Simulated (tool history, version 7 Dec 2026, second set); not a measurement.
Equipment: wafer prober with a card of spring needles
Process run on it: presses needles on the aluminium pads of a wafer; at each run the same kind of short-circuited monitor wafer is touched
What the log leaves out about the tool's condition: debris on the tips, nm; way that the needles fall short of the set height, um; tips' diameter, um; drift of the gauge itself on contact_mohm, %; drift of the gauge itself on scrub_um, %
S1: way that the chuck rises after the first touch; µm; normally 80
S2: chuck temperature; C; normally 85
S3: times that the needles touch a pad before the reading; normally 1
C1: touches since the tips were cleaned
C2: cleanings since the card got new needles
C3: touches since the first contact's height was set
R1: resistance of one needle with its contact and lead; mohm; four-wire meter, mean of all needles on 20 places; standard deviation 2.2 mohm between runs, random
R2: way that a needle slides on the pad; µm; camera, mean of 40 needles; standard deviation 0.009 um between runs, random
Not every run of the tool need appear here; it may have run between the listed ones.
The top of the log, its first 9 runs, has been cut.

At hour 113.7: tips cleaned on abrasive film.
Run 10, hour 117.5: usual settings but S1 66 µm, S3 2; C1 1952; C2 71; C3 25952. Result: R1 288 mohm, R2 13.762 µm.
At hour 123.7: tips cleaned on abrasive film.
Run 11, hour 129.4: usual settings but S1 66 µm, S3 2; C1 2987; C2 72; C3 32098. Result: R1 294 mohm, R2 13.766 µm.
At hour 134: tips cleaned on abrasive film.
Run 12, hour 140.1: usual settings but S3 3; C1 3138; C2 73; C3 37591. Result: R1 288 mohm, R2 16.702 µm.
At hour 143.8: tips cleaned on abrasive film.
Run 13, hour 148.7: usual settings but S3 3; C1 2518; C2 74; C3 42024. Result: R1 284 mohm, R2 16.672 µm.
At hour 153.8: tips cleaned on abrasive film.
Run 14, hour 162.1: usual settings but S3 3; C1 4308; C2 75; C3 48939. Result: R1 288 mohm, R2 16.69 µm.
At hour 163.7: tips cleaned on abrasive film.
At hour 173: tips cleaned on abrasive film.
Run 15, hour 179.3: usual settings but S3 3; C1 3245; C2 77; C3 57789. Result: R1 287 mohm, R2 16.689 µm.
At hour 183.5: tips cleaned on abrasive film.
At hour 193.1: tips cleaned on abrasive film.
Run 16, hour 199.6: usual settings but S3 2; C1 3373; C2 79; C3 68251. Result: R1 286 mohm, R2 16.694 µm.
At hour 202.6: tips cleaned on abrasive film.
At hour 211.8: height of the first contact set anew.
At hour 212.8: tips cleaned on abrasive film.
Run 17, hour 215.3: usual settings but S1 89 µm, S2 35 C; C1 1307; C2 81; C3 1777. Result: R1 273 mohm, R2 18.572 µm.
At hour 223.3: tips cleaned on abrasive film.
At hour 232.7: tips cleaned on abrasive film.
Run 18, hour 232.7: usual settings but S1 84 µm, S2 66 C, S3 2; C1 0; C2 83; C3 10751. Result: R1 283 mohm, R2 17.506 µm.
At hour 242.7: tips cleaned on abrasive film.
Run 19, hour 242.7: usual settings but S1 75 µm; C1 0; C2 84; C3 15877. Result: R1 283 mohm, R2 15.637 µm.
At hour 253.2: tips cleaned on abrasive film.
Run 20, hour 260: usual settings but S1 62 µm, S2 25 C, S3 3; C1 3525; C2 85; C3 24827. Result: R1 273 mohm, R2 12.932 µm.
At hour 263.9: tips cleaned on abrasive film.
At hour 274.3: tips cleaned on abrasive film.
Run 21, hour 276.4: usual settings but S1 68 µm, S2 28 C, S3 2; C1 1124; C2 87; C3 33283. Result: R1 272 mohm, R2 14.192 µm.
At hour 284.7: tips cleaned on abrasive film.
Run 22, hour 292.4: usual settings but S1 68 µm, S2 28 C, S3 2; C1 3979; C2 88; C3 41540. Result: R1 276 mohm, R2 14.178 µm.
At hour 294.3: tips cleaned on abrasive film.
At hour 303.7: tips cleaned on abrasive film.
Run 23, hour 303.7: usual settings but S1 68 µm, S2 28 C, S3 2; C1 0; C2 90; C3 47299. Result: R1 269 mohm, R2 14.189 µm.
At hour 314: tips cleaned on abrasive film.
Run 24, hour 316.6: usual settings but S1 92 µm, S2 37 C, S3 2; C1 1353; C2 91; C3 53971. Result: R1 271 mohm, R2 19.212 µm.
At hour 324.6: tips cleaned on abrasive film.
Run 25, hour 325.3: usual settings but S1 83 µm, S2 38 C, S3 2; C1 355; C2 92; C3 58457. Result: R1 274 mohm, R2 17.312 µm.
At hour 335.1: tips cleaned on abrasive film.
Run 26, hour 337.6: usual settings but S3 3; C1 1347; C2 93; C3 64824. Result: R1 286 mohm, R2 16.71 µm.
At hour 344.7: tips cleaned on abrasive film.
At hour 354.4: tips cleaned on abrasive film.
At hour 356.1: height of the first contact set anew.
Run 27, hour 357.2: usual settings but S1 73 µm, S2 68 C, S3 2; C1 1293; C2 95; C3 616. Result: R1 287 mohm, R2 15.232 µm.
At hour 364.3: tips cleaned on abrasive film.
Run 28, hour 371.8: usual settings but S1 73 µm, S2 68 C, S3 2; C1 3927; C2 96; C3 8148. Result: R1 280 mohm, R2 15.228 µm.
At hour 373.8: tips cleaned on abrasive film.
At hour 383.3: tips cleaned on abrasive film.
Run 29, hour 385.8: usual settings but S1 73 µm, S2 68 C, S3 2; C1 1305; C2 98; C3 15321. Result: R1 282 mohm, R2 15.238 µm.
At hour 393.5: tips cleaned on abrasive film.
Run 30, hour 399.5: usual settings but S1 91 µm, S2 50 C; C1 3142; C2 99; C3 22417. Result: R1 273 mohm, R2 18.977 µm.
At hour 403.1: tips cleaned on abrasive film.
At hour 413.1: tips cleaned on abrasive film.
Run 31, hour 413.4: usual settings but S1 91 µm, S2 50 C, S3 2; C1 164; C2 101; C3 29519. Result: R1 274 mohm, R2 18.99 µm.
At hour 423.1: tips cleaned on abrasive film.
Run 32, hour 425.7: usual settings but S1 91 µm, S2 50 C, S3 2; C1 1363; C2 102; C3 35862. Result: R1 278 mohm, R2 18.982 µm.

Each row is a separate what-if for the run after 32, all from the same tool condition, not one after another. Results?
At hour 433.4: tips cleaned on abrasive film.
Run A, hour 436.3: usual settings but S1 91 µm, S2 78 C; C1 1512; C2 103; C3 41323. Result: R1 ?, R2 ?.
At hour 433.4: tips cleaned on abrasive film.
Run B, hour 436.3: usual settings but S3 2; C1 1512; C2 103; C3 41323. Result: R1 ?, R2 ?.
At hour 433.4: tips cleaned on abrasive film.
Run C, hour 436.3: usual settings but S2 66 C; C1 1512; C2 103; C3 41323. Result: R1 ?, R2 ?.

run   R1      R2
  A  283  18.989
  B  287  16.691
  C  278  16.704
Stripped of hidden state, with their random variation kept, the same runs would have yielded:
run   R1      R2
  A  283  18.992
  B  287  16.693
  C  278  16.706
